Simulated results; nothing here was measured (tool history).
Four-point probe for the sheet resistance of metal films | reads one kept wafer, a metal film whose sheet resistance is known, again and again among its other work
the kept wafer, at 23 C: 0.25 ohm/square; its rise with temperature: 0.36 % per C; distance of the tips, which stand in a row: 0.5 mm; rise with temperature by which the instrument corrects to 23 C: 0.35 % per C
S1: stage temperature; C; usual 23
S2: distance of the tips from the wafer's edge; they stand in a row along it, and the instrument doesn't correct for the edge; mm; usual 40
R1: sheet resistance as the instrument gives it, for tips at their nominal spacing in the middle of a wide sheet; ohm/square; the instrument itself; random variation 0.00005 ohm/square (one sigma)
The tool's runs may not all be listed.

run   hour  S1  S2        R1
  1      0  23  40  0.251519
  2   29.5  23  40  0.251443
  3   85.5  23  40  0.251502
  4  134.1  23  40   0.25151
  5  168.1  23  40  0.251557
  6  201.5  23  40  0.251579
  7  228.2  22  40  0.251507
  8  258.2  23  40   0.25152
  9    299  23  40  0.251585
 10  336.9  23  40  0.251646
 11  367.5  23  40  0.251634
 12    391  23  40  0.251521
 13  423.5  20  18  0.251622
 14  463.9  31  14  0.252091
 15  491.4  31  14  0.252208
 16  520.9  20  14  0.251681
 17  559.9  20  14  0.251685
 18  598.9  20  14  0.251755
 19  654.9  29  22  0.251988
 20  692.9  29  22  0.252111
 21    716  25   7  0.252515
 22  743.3  25   7  0.252505
 23  787.4  28   7  0.252665
 24  822.6  32   8  0.252606

Some steps in R1 between neighbouring runs. How much of each would the tool show without its hidden state too (settings, what came in, random variation), and how much is left for the hidden state, with any gauge scatter that isn't in both results?
The hidden state here: inner tips' distance over the nominal, %; tips' flats over new ones', %; wafer's true temperature over the reading, C; drift of the gauge itself on sheet_ohm, %.
Run 2 -> 3: no setting changed, nothing entered. R1 +0.000059 ohm/square: hidden state +0.000021, all else +0.000038.
Run 3 -> 4: no setting changed, nothing entered. R1 +0.000008 ohm/square: hidden state +0.000018, all else -0.00001.
Run 13 -> 14: S1 20 -> 31, S2 18 -> 14. R1 +0.000469 ohm/square: hidden state +0.000008, all else +0.000461.
Run 15 -> 16: S1 31 -> 20. R1 -0.000527 ohm/square: hidden state +0.000014, all else -0.000541.
